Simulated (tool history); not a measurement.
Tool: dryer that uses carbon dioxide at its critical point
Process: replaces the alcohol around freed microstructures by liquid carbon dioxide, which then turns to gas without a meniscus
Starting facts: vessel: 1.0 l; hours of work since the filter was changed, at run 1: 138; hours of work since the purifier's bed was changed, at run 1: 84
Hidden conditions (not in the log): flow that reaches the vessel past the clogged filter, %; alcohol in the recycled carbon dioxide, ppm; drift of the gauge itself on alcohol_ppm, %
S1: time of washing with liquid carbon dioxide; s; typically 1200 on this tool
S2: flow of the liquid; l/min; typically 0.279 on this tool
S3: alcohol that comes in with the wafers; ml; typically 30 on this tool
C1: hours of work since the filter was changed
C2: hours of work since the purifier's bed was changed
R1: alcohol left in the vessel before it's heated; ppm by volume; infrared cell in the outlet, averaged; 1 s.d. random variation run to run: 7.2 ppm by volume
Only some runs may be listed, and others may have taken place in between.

run 1 day=0 | S1=1200 S2=0.279 S3=30 | C1=138 C2=84 | R1=439
run 2 day=0.267 | S1=1200 S2=0.279 S3=30 | C1=141 C2=87 | R1=450
run 3 day=0.6 | S1=1200 S2=0.279 S3=30 | C1=145 C2=90 | R1=451
run 4 day=0.8 | S1=1200 S2=0.279 S3=30 | C1=147 C2=93 | R1=454
run 5 day=1.075 | S1=1260 S2=0.279 S3=30 | C1=150 C2=96 | R1=357
run 6 day=1.383 | S1=1260 S2=0.279 S3=30 | C1=154 C2=99 | R1=371
run 7 day=1.725 | S1=1680 S2=0.279 S3=30 | C1=158 C2=103 | R1=100
run 8 day=1.983 | S1=1380 S2=0.279 S3=30 | C1=161 C2=106 | R1=232
run 9 day=2.229 | S1=1380 S2=0.279 S3=100 | C1=163 C2=109 | R1=808
run 10 day=2.525 | S1=1380 S2=0.279 S3=100 | C1=167 C2=112 | R1=837
run 11 day=2.758 | S1=1200 S2=0.287 S3=30 | C1=169 C2=115 | R1=403
run 12 day=3.167 | S1=1200 S2=0.287 S3=30 | C1=174 C2=120 | R1=414
run 13 day=3.488 | S1=1200 S2=0.287 S3=30 | C1=178 C2=123 | R1=414
run 14 day=3.688 | S1=1200 S2=0.279 S3=35 | C1=180 C2=125 | R1=543
run 15 day=3.862 | S1=1200 S2=0.279 S3=35 | C1=182 C2=127 | R1=542
run 16 day=4.092 | S1=1200 S2=0.279 S3=35 | C1=185 C2=130 | R1=556
run 17 day=4.421 | S1=1200 S2=0.279 S3=35 | C1=188 C2=134 | R1=560
run 18 day=4.738 | S1=1200 S2=0.279 S3=35 | C1=192 C2=137 | R1=550
run 19 day=5.079 | S1=1200 S2=0.279 S3=30 | C1=196 C2=141 | R1=474
run 20 day=5.425 | S1=1200 S2=0.279 S3=73 | C1=200 C2=145 | R1=1175
run 21 day=5.712 | S1=1200 S2=0.279 S3=30 | C1=203 C2=149 | R1=482
run 22 day=6.092 | S1=1200 S2=0.279 S3=30 | C1=207 C2=153 | R1=497
run 23 day=6.442 | S1=1200 S2=0.316 S3=30 | C1=211 C2=157 | R1=290
run 24 day=6.633 | S1=1200 S2=0.201 S3=40 | C1=214 C2=159 | R1=2018
run 25 day=6.838 | S1=1200 S2=0.201 S3=40 | C1=216 C2=161 | R1=2075
run 26 day=7.138 | S1=1200 S2=0.201 S3=92 | C1=219 C2=165 | R1=4800
run 27 day=7.517 | S1=1200 S2=0.201 S3=92 | C1=224 C2=169 | R1=4726
run 28 day=7.812 | S1=780 S2=0.29 S3=92 | C1=227 C2=172 | R1=5824
run 29 day=8.092 | S1=1260 S2=0.429 S3=30 | C1=230 C2=176 | R1=53
run 30 day=8.258 | S1=1260 S2=0.429 S3=30 | C1=232 C2=177 | R1=50
run 31 day=8.467 | S1=1200 S2=0.28 S3=46 | C1=234 C2=180 | R1=771
run 32 day=8.875 | S1=1200 S2=0.28 S3=46 | C1=239 C2=184 | R1=790
run 33 day=9.258 | S1=1320 S2=0.361 S3=32 | C1=243 C2=189 | R1=107
run 34 day=9.512 | S1=960 S2=0.279 S3=29 | C1=246 C2=192 | R1=1121
run 35 day=9.875 | S1=720 S2=0.398 S3=37 | C1=250 C2=196 | R1=1197
run 36 day=10.204 | S1=720 S2=0.393 S3=79 | C1=254 C2=200 | R1=2626

Predict the results of run 37:
run 37 day=10.5 | S1=720 S2=0.393 S3=79 | C1=258 C2=203 | R1=?

R1: 2685 ppm by volume
The same run, on a tool lacking any hidden state, would have yielded R1 1845 ppm by volume.
